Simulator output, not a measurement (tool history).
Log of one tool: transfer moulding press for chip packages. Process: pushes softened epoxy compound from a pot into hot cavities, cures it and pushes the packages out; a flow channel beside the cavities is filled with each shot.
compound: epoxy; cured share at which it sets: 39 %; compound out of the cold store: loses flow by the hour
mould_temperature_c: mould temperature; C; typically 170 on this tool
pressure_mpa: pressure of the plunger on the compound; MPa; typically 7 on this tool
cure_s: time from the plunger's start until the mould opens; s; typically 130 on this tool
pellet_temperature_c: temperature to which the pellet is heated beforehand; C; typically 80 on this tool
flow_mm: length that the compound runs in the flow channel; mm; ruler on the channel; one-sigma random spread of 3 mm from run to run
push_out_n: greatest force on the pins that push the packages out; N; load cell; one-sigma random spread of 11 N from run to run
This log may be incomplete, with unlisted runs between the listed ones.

run,hour,mould_temperature_c,pressure_mpa,cure_s,pellet_temperature_c,incoming compound's hours out of the cold store,flow_mm,push_out_n
1,0,170,7,130,80,41,480,617
2,8.4,170,7,130,80,39.1,489,702
3,14.8,170,6.32,130,80,40.1,454,740
# hour 25: plunger's sealing rings changed
4,25,170,7,130,80,15.5,564,838
5,30.2,170,7,130,80,24.7,541,822
6,36.9,170,7,130,80,40,502,845
7,41.5,170,7,130,80,23.2,550,868
# hour 43.7: cavities cleaned with cleaning compound and waxed
8,53.2,170,7,130,80,8.5,590,659
9,63.9,170,7,130,80,35.2,515,714
10,69.4,170,7,130,80,42.2,495,718
11,80.2,170,7,130,80,44.3,490,790
12,88.3,170,7.51,130,80,23.9,564,846
# hour 98.2: cavities cleaned with cleaning compound and waxed
13,99.1,170,7,130,80,15.6,561,567
14,104.3,170,7,125,80,46.3,488,601
15,113.9,170,7,125,80,32.7,523,717
16,124.4,170,7,132,89,46,484,729
17,134.1,165,7.02,165,73,16.4,572,776
18,141.3,173,7.37,137,83,44.1,494,751
19,147.5,173,7.37,137,83,30.1,528,770
# hour 153.1: cavities cleaned with cleaning compound and waxed
20,159.3,170,7,130,88,13.4,566,607
21,167.1,170,7,130,88,43.4,487,663
22,171.7,170,7,130,88,11.3,570,701
23,182.2,170,7,130,71,39.2,496,765
24,192.6,170,7,130,78,29.3,523,818
25,201.7,170,8.28,160,80,37.1,547,756
# hour 207.9: cavities cleaned with cleaning compound and waxed
26,211.3,165,6.05,146,79,14.2,525,656
27,222.1,174,7,130,76,22.7,530,614
28,227.3,174,7,130,76,32.4,506,624
29,235.4,168,7,130,80,39,495,811

Forecast each of these 4 alternatives for the next run:
A,245.8,175,8.6,164,80,41.9,?,?
B,245.8,167,7,142,89,37.8,?,?
C,245.8,173,7,139,80,30.3,?,?
D,245.8,168,5.42,157,90,14,?,?

run,flow_mm,push_out_n
A,526,674
B,500,781
C,515,711
D,491,725
Stripped of hidden state, with their random variation kept, the same runs would have yielded:
run,flow_mm,push_out_n
A,544,445
B,517,509
C,532,469
D,507,477

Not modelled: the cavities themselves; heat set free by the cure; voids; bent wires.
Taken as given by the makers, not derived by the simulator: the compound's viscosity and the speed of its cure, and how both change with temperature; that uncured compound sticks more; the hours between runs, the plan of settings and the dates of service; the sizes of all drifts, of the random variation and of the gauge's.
